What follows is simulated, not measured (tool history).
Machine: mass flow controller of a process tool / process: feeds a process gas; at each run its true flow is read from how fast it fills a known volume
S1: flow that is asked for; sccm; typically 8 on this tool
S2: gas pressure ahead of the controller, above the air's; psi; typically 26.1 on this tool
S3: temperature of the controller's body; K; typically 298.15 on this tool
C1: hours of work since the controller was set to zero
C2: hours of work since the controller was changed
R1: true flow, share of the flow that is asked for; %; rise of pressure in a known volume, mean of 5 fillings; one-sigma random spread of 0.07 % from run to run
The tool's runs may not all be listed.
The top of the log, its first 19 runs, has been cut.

Run 20, hour 4028: usual settings but S1 5 sccm, S3 310.15 K; C1 2679; C2 2679. Result: R1 97.93 %.
Run 21, hour 4252: usual settings but S1 5 sccm, S3 310.15 K; C1 2787; C2 2787. Result: R1 97.93 %.
Run 22, hour 4489.2: usual settings but S1 4 sccm, S2 29.6 psi, S3 305.15 K; C1 2902; C2 2902. Result: R1 97.11 %.
Run 23, hour 4623.6: usual settings but S1 4 sccm, S3 303.15 K; C1 2968; C2 2968. Result: R1 96.67 %.
At hour 4713.7: gauge calibrated.
Run 24, hour 4760.7: usual settings but S1 3 sccm, S2 21.2 psi, S3 300.15 K; C1 3034; C2 3034. Result: R1 98.78 %.
Run 25, hour 4954.9: usual settings but S1 3 sccm, S2 21.2 psi, S3 300.15 K; C1 3128; C2 3128. Result: R1 98.69 %.
Run 26, hour 5210: usual settings but S1 3 sccm, S2 21.2 psi, S3 300.15 K; C1 3252; C2 3252. Result: R1 98.62 %.
Run 27, hour 5415.5: usual settings but S1 3 sccm, S2 21.2 psi, S3 300.15 K; C1 3352; C2 3352. Result: R1 98.54 %.
Run 28, hour 5704.9: usual settings but S1 3 sccm, S2 21.2 psi, S3 300.15 K; C1 3492; C2 3492. Result: R1 98.38 %.
Run 29, hour 5971.5: usual settings but S1 19 sccm, S2 23.8 psi, S3 311.15 K; C1 3622; C2 3622. Result: R1 100.66 %.
Run 30, hour 6261.7: usual settings but S1 19 sccm, S2 23.8 psi, S3 311.15 K; C1 3762; C2 3762. Result: R1 100.54 %.
Run 31, hour 6531.7: usual settings but S1 19 sccm, S2 23.8 psi, S3 311.15 K; C1 3893; C2 3893. Result: R1 100.7 %.
Run 32, hour 6771.2: usual settings but S2 22.6 psi, S3 299.15 K; C1 4010; C2 4010. Result: R1 98.11 %.
Run 33, hour 6903.4: usual settings but S1 4 sccm, S2 29 psi; C1 4074; C2 4074. Result: R1 97.55 %.
Run 34, hour 7055.7: usual settings but S1 4 sccm, S2 29 psi; C1 4148; C2 4148. Result: R1 97.43 %.

Predict each of these 3 candidate next runs independently; none follows another, all start after run 34:
Run A, hour 7338.5: usual settings but S1 11 sccm, S2 27.4 psi; C1 4285; C2 4285. Result: R1 ?.
Run B, hour 7338.5: usual settings but S1 20 sccm, S2 26.5 psi, S3 295.15 K; C1 4285; C2 4285. Result: R1 ?.
Run C, hour 7338.5: usual settings but S1 3 sccm, S2 29 psi; C1 4285; C2 4285. Result: R1 ?.

run     R1
  A  97.87
  B  98.36
  C  97.02
The same runs, with their run-to-run variation unchanged, on a tool lacking any hidden condition would have given:
run     R1
  A  99.24
  B  99.73
  C  98.43
